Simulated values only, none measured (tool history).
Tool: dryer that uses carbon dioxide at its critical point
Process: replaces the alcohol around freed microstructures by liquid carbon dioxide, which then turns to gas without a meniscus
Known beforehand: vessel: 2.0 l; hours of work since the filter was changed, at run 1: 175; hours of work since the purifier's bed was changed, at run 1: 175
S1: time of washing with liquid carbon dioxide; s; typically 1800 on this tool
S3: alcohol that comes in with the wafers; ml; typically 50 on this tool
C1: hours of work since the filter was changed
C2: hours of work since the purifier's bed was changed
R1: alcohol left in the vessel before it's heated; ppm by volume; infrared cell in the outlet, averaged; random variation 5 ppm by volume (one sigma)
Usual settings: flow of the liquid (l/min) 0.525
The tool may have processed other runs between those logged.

{"run": 1, "hour": 0.0, "S1": 1800, "flow of the liquid (l/min)": 0.525, "S3": 50, "C1": 175, "C2": 175, "R1": 76}
{"run": 2, "hour": 15.7, "S1": 1800, "flow of the liquid (l/min)": 0.525, "S3": 50, "C1": 185, "C2": 185, "R1": 87}
{"hour": 20.8, "done": "inlet filter changed"}
{"run": 3, "hour": 33.2, "S1": 1800, "flow of the liquid (l/min)": 0.525, "S3": 50, "C1": 7, "C2": 195, "R1": 72}
{"run": 4, "hour": 42.4, "S1": 1800, "flow of the liquid (l/min)": 0.525, "S3": 50, "C1": 13, "C2": 200, "R1": 69}
{"run": 5, "hour": 55.6, "S1": 1800, "flow of the liquid (l/min)": 0.525, "S3": 50, "C1": 21, "C2": 208, "R1": 76}
{"run": 6, "hour": 68.9, "S1": 2460, "flow of the liquid (l/min)": 0.457, "S3": 66, "C1": 29, "C2": 216, "R1": 65}
{"run": 7, "hour": 83.1, "S1": 2100, "flow of the liquid (l/min)": 0.45, "S3": 54, "C1": 37, "C2": 225, "R1": 71}
{"run": 8, "hour": 100.0, "S1": 2040, "flow of the liquid (l/min)": 0.714, "S3": 49, "C1": 47, "C2": 235, "R1": 70}
{"run": 9, "hour": 111.6, "S1": 2040, "flow of the liquid (l/min)": 0.714, "S3": 49, "C1": 54, "C2": 242, "R1": 68}
{"run": 10, "hour": 129.1, "S1": 2040, "flow of the liquid (l/min)": 0.402, "S3": 21, "C1": 65, "C2": 252, "R1": 83}

Hidden condition of the tool, last listed run before each entry between runs versus first listed run after:
Logged between run 2 and run 3: inlet filter changed (hour 20.8)
  flow that reaches the vessel past the clogged filter, %: 87.1 -> 98.9; alcohol in the recycled carbon dioxide, ppm: 53 -> 55.8
  what was measured, less what the result would be without the hidden state, R1: +67 -> +51 ppm by volume
